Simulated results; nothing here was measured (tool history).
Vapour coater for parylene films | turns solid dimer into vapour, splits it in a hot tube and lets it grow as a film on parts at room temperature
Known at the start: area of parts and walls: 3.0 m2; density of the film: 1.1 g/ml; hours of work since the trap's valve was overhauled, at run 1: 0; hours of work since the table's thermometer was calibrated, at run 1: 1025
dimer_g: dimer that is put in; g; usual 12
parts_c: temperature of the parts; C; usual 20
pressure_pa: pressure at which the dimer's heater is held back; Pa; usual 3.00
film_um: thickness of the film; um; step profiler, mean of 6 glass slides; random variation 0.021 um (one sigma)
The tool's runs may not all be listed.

run	hour	dimer_g	parts_c	pressure_pa	hours of work since the trap's valve was overhauled	hours of work since the table's thermometer was calibrated	film_um
1	0.0	12	20	3.00	0	1025	3.01
2	25.3	14	20	3.00	19	1044	3.49
3	44.4	14	20	3.00	34	1059	3.52
4	73.8	14	20	3.00	57	1082	3.48
5	107.0	12	20	3.00	82	1107	2.99
6	139.4	12	20	3.00	107	1132	2.98
7	155.8	17	26	10.18	120	1145	2.79
8	193.1	17	26	10.18	148	1173	2.74
9	209.1	7	14	7.74	161	1186	1.85
10	230.6	6	20	4.86	177	1202	1.39
11	259.8	7	17	3.86	200	1225	1.84
12	288.0	7	17	3.86	221	1246	1.88

4 ways to go on from here, each from the tool as it stands after run 12. What would each give?
A	316.6	11	14	3.57	243	1268	?
B	316.6	16	24	8.78	243	1268	?
C	316.6	12	15	3.00	243	1268	?
D	316.6	7	23	3.86	243	1268	?

run	film_um
A	3.26
B	2.87
C	3.55
D	1.53
Without the tool's hidden state the same runs would have given:
run	film_um
A	3.26
B	2.88
C	3.55
D	1.53
